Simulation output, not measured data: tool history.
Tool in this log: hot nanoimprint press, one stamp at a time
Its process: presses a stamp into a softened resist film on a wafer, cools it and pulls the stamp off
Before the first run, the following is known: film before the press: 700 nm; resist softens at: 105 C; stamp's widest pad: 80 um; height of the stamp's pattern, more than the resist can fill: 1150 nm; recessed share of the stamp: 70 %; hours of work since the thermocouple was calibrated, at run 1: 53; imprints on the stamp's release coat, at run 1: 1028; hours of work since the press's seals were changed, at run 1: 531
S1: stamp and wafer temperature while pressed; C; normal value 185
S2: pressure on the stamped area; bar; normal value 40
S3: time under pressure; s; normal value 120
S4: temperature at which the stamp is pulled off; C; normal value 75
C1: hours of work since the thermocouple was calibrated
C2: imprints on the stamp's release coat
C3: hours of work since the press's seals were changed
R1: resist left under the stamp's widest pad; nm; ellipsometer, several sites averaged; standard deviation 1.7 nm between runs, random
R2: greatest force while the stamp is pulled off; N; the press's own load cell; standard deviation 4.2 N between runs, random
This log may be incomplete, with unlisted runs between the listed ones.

run	hour	S1	S2	S3	S4	C1	C2	C3	R1	R2
1	0	185	40	120	75	53	1028	531	288.8	228
2	20.8	185	40	120	75	62	1062	540	289.6	227
3	53	185	40	120	75	76	1114	554	287.4	220
4	91.9	185	40	120	75	94	1177	571	287.1	230
5	133.1	185	40	120	75	112	1244	589	289.7	221
6	169.9	185	40	120	75	128	1304	606	291.3	227
7	202.3	191	40	120	75	142	1357	620	229.8	238
8	241.9	191	40	120	65	160	1421	637	231.3	252
9	284.8	191	40	120	65	179	1490	656	228.3	261
10	306.9	185	40	120	75	189	1526	666	293.8	239
# hour 324.1: stamp cleaned and given a new release coat
11	337.5	185	55.4	120	75	199	21	677	255	210
12	376	185	40	126	75	216	84	694	287.8	203
13	412.2	185	40	120	73	232	143	710	296.9	214
14	435.3	178	27.6	84	73	243	180	720	484.5	210
15	478.2	178	27.6	211	75	262	250	739	367.1	212
16	497.9	183	44.1	120	72	270	282	748	308.7	224
17	518.5	183	44.1	120	72	279	315	757	309.5	216
18	551.4	183	44.1	120	72	294	369	772	312.1	226
19	573	183	26.4	134	72	304	404	781	361.1	220

Below are 4 alternative next runs, each starting from the tool's condition after run 19. Predict each:
A	605.2	191	40	120	75	318	456	795	?	?
B	605.2	183	26.4	62	72	318	456	795	?	?
C	605.2	188	26.4	132	73	318	456	795	?	?
D	605.2	191	26.4	134	72	318	456	795	?	?

run	R1	R2
A	236.4	221
B	466.4	231
C	303.3	215
D	267.1	220
The same runs, with their run-to-run variation unchanged, on a tool lacking any hidden condition would have given:
run	R1	R2
A	219.8	210
B	445.4	219
C	285	204
D	250.7	209
